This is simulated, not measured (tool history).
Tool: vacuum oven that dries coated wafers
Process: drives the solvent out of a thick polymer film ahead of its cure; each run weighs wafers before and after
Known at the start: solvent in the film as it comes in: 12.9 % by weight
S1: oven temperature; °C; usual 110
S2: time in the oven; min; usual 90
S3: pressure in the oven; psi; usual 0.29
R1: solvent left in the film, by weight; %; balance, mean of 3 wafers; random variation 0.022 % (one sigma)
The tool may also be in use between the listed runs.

{"run": 1, "day": 0.0, "S1": 110, "S2": 90, "S3": 0.29, "R1": 1.55}
{"run": 2, "day": 1.25, "S1": 110, "S2": 48, "S3": 0.29, "R1": 3.24}
{"run": 3, "day": 2.725, "S1": 110, "S2": 48, "S3": 0.29, "R1": 3.3}
{"run": 4, "day": 4.533, "S1": 110, "S2": 48, "S3": 0.29, "R1": 3.3}
{"run": 5, "day": 5.7, "S1": 110, "S2": 48, "S3": 0.29, "R1": 3.26}
{"run": 6, "day": 7.342, "S1": 110, "S2": 48, "S3": 0.29, "R1": 3.34}
{"run": 7, "day": 8.767, "S1": 101, "S2": 90, "S3": 0.29, "R1": 3.09}
{"run": 8, "day": 10.129, "S1": 101, "S2": 90, "S3": 0.29, "R1": 3.12}
{"run": 9, "day": 11.35, "S1": 101, "S2": 90, "S3": 0.29, "R1": 3.18}
{"run": 10, "day": 12.625, "S1": 101, "S2": 90, "S3": 0.29, "R1": 3.12}
{"run": 11, "day": 14.696, "S1": 110, "S2": 90, "S3": 0.29, "R1": 1.66}
{"run": 12, "day": 16.004, "S1": 110, "S2": 90, "S3": 0.29, "R1": 1.66}
{"run": 13, "day": 18.079, "S1": 110, "S2": 90, "S3": 0.29, "R1": 1.67}
{"run": 14, "day": 20.096, "S1": 124, "S2": 90, "S3": 0.29, "R1": 0.67}
{"run": 15, "day": 21.688, "S1": 124, "S2": 90, "S3": 0.197, "R1": 0.48}
{"run": 16, "day": 23.617, "S1": 124, "S2": 90, "S3": 0.197, "R1": 0.46}
{"run": 17, "day": 25.475, "S1": 110, "S2": 139, "S3": 0.29, "R1": 1.13}
{"run": 18, "day": 26.633, "S1": 110, "S2": 90, "S3": 0.29, "R1": 1.57}
{"run": 19, "day": 28.45, "S1": 110, "S2": 90, "S3": 0.29, "R1": 1.58}
{"run": 20, "day": 30.35, "S1": 110, "S2": 90, "S3": 0.29, "R1": 1.55}
{"run": 21, "day": 32.038, "S1": 101, "S2": 90, "S3": 0.29, "R1": 3.04}
{"run": 22, "day": 33.238, "S1": 110, "S2": 90, "S3": 0.29, "R1": 1.59}
{"run": 23, "day": 34.142, "S1": 110, "S2": 90, "S3": 0.29, "R1": 1.56}
{"run": 24, "day": 35.846, "S1": 110, "S2": 90, "S3": 0.29, "R1": 1.61}
{"run": 25, "day": 37.317, "S1": 110, "S2": 90, "S3": 0.29, "R1": 1.62}
{"run": 26, "day": 38.829, "S1": 122, "S2": 80, "S3": 0.148, "R1": 0.46}
{"run": 27, "day": 40.929, "S1": 111, "S2": 89, "S3": 0.148, "R1": 1.12}
{"run": 28, "day": 42.067, "S1": 120, "S2": 96, "S3": 0.35, "R1": 0.9}
{"run": 29, "day": 43.521, "S1": 102, "S2": 55, "S3": 0.29, "R1": 4.52}
{"run": 30, "day": 44.825, "S1": 115, "S2": 78, "S3": 0.171, "R1": 1.01}
{"run": 31, "day": 46.675, "S1": 115, "S2": 78, "S3": 0.171, "R1": 1}
{"run": 32, "day": 48.2, "S1": 117, "S2": 98, "S3": 0.171, "R1": 0.64}
{"run": 33, "day": 50.108, "S1": 118, "S2": 90, "S3": 0.303, "R1": 1.01}
{"run": 34, "day": 51.725, "S1": 118, "S2": 90, "S3": 0.303, "R1": 0.99}
{"run": 35, "day": 53.488, "S1": 121, "S2": 90, "S3": 0.209, "R1": 0.64}
{"run": 36, "day": 55.038, "S1": 121, "S2": 90, "S3": 0.209, "R1": 0.63}
{"run": 37, "day": 57.012, "S1": 110, "S2": 90, "S3": 0.725, "R1": 3.03}
{"run": 38, "day": 58.471, "S1": 110, "S2": 64, "S3": 0.725, "R1": 3.71}
{"run": 39, "day": 59.433, "S1": 110, "S2": 90, "S3": 0.305, "R1": 1.8}
{"run": 40, "day": 60.921, "S1": 110, "S2": 153, "S3": 1.085, "R1": 3.59}
{"run": 41, "day": 61.854, "S1": 117, "S2": 90, "S3": 0.711, "R1": 2.09}
{"run": 42, "day": 63.342, "S1": 117, "S2": 90, "S3": 0.232, "R1": 0.95}
{"run": 43, "day": 65.254, "S1": 103, "S2": 72, "S3": 1.16, "R1": 6.39}
{"run": 44, "day": 66.538, "S1": 121, "S2": 159, "S3": 0.29, "R1": 0.75}
{"run": 45, "day": 68.112, "S1": 99, "S2": 152, "S3": 0.802, "R1": 4.41}
{"run": 46, "day": 69.375, "S1": 107, "S2": 77, "S3": 0.31, "R1": 2.55}
{"run": 47, "day": 70.688, "S1": 107, "S2": 77, "S3": 0.31, "R1": 2.62}

Not shown: 2 entries that the log had between the listed runs. Between which runs, and how does the tool's hidden state differ before and after?
Between runs 17 and 18: oven's thermocouples calibrated (day 26.633)
  true wafer temperature over the reading, C: -1.04 -> 0.27; true pressure over the reading, kPa: 0.125 -> 0.129
  measured less the result without the state, R1: +0.13 -> +0.02 %
Between runs 44 and 45: oven's thermocouples calibrated (day 67.204)
  true wafer temperature over the reading, C: -0.94 -> -0.45; true pressure over the reading, kPa: 0.297 -> 0.304
  measured less the result without the state, R1: +0.11 -> +0.27 %
